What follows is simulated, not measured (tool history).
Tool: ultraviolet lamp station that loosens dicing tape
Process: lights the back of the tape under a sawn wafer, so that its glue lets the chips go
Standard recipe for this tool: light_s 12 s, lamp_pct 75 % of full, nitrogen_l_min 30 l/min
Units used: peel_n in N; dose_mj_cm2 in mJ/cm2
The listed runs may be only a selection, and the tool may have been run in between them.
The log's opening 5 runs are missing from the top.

| run | day | light_s | lamp_pct | nitrogen_l_min | hours of work of the lamp | hours of work since the window was cleaned | peel_n | dose_mj_cm2 |
|---|---|---|---|---|---|---|---|---|
| 6 | 5.400 | 12 | 75 | 30 | 407 | 107 | 0.604 | 239 |
| 7 | 6.492 | 12 | 75 | 30 | 420 | 120 | 0.625 | 236 |
| 8 | 7.033 | 12 | 75 | 30 | 427 | 126 | 0.621 | 235 |
| 9 | 8.079 | 12 | 75 | 30 | 439 | 139 | 0.634 | 235 |
| 10 | 9.117 | 19 | 75 | 30 | 452 | 151 | 0.320 | 365 |
| 11 | 9.650 | 12 | 75 | 20 | 458 | 158 | 0.816 | 231 |
| 12 | 10.392 | 12 | 75 | 30 | 467 | 167 | 0.667 | 228 |
| 13 | 10.917 | 12 | 75 | 30 | 473 | 173 | 0.626 | 232 |
| 14 | 12.012 | 12 | 68 | 30 | 486 | 186 | 0.790 | 212 |
| 15 | 13.071 | 12 | 68 | 30 | 499 | 199 | 0.774 | 207 |
| 16 | 13.929 | 12 | 68 | 28 | 510 | 209 | 0.834 | 202 |
| 17 | 14.550 | 12 | 97 | 30 | 517 | 217 | 0.456 | 284 |
| 18 | 15.617 | 12 | 97 | 30 | 530 | 230 | 0.464 | 287 |
| 19 | 16.742 | 12 | 75 | 30 | 543 | 243 | 0.718 | 219 |
| 20 | 17.317 | 12 | 75 | 30 | 550 | 250 | 0.711 | 220 |
| 21 | 18.029 | 12 | 75 | 30 | 559 | 259 | 0.736 | 217 |

Run 22, settings as shown, results not yet in. Your forecast:
| 22 | 19.112 | 12 | 68 | 13 | 572 | 272 | ? | ? |

Run 22 produced peel_n 1.218 N, dose_mj_cm2 195 mJ/cm2.
Were there no unlogged condition in the tool, this run, its random variation unchanged, would have produced peel_n 0.893 N, dose_mj_cm2 249 mJ/cm2.
